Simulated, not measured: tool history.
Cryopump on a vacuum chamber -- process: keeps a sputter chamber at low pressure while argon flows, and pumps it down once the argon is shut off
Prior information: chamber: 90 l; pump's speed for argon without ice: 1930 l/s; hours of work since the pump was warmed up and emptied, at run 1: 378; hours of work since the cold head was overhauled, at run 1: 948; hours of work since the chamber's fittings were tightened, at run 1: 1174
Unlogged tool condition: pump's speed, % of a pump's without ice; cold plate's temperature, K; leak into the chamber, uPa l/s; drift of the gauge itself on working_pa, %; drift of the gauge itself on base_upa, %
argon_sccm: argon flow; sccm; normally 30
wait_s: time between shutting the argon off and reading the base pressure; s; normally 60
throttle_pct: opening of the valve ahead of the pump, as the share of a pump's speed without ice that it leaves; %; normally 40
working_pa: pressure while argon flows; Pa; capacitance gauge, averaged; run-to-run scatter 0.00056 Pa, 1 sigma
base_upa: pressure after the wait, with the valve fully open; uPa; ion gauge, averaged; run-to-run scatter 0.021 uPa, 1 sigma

run   hour  argon_sccm  wait_s  throttle_pct  hours of work since the pump was warmed up and emptied  hours of work since the cold head was overhauled  hours of work since the chamber's fittings were tightened  working_pa  base_upa
  1      0          30      60            40                                                     378                                               948                                                       1174      0.0678      1.65
  2   18.7          30      60            39                                                     395                                               964                                                       1190      0.0709      1.64
  3     54          30      60            39                                                     427                                               996                                                       1222      0.0701      1.67
  4   77.7          30      60            39                                                     448                                              1017                                                       1243      0.0715      1.68
  5   97.6          30      60            39                                                     466                                              1035                                                       1261      0.0713      1.79
  6  122.5          30      60            39                                                     488                                              1057                                                       1283      0.0714      1.78
  7  154.7          30     189            39                                                     517                                              1086                                                       1312      0.0708      1.59
  8  180.7          30     209            21                                                     540                                              1109                                                       1336      0.1296      1.61
     198.5  -- pump warmed up, emptied and cooled again
  9  220.4          30     188            21                                                      20                                              1140                                                       1367      0.1258      1.44
 10  251.2          30     188            21                                                      47                                              1168                                                       1394      0.1278      1.49
 11  285.6          49     111            36                                                      78                                              1199                                                       1425      0.1194      1.61

Some steps in working_pa between neighbouring runs. How much of each would the tool show without its hidden state too (settings, what came in, random variation), and how much is left for the hidden state, with any gauge scatter that isn't in both results?
Run 7 -> 8: wait_s 189 -> 209, throttle_pct 39 -> 21. working_pa +0.0588 Pa: hidden state +0.0001, all else +0.0587.
Run 8 -> 9: wait_s 209 -> 188, pump warmed up, emptied and cooled again. working_pa -0.0038 Pa: hidden state -0.0038, all else +0.
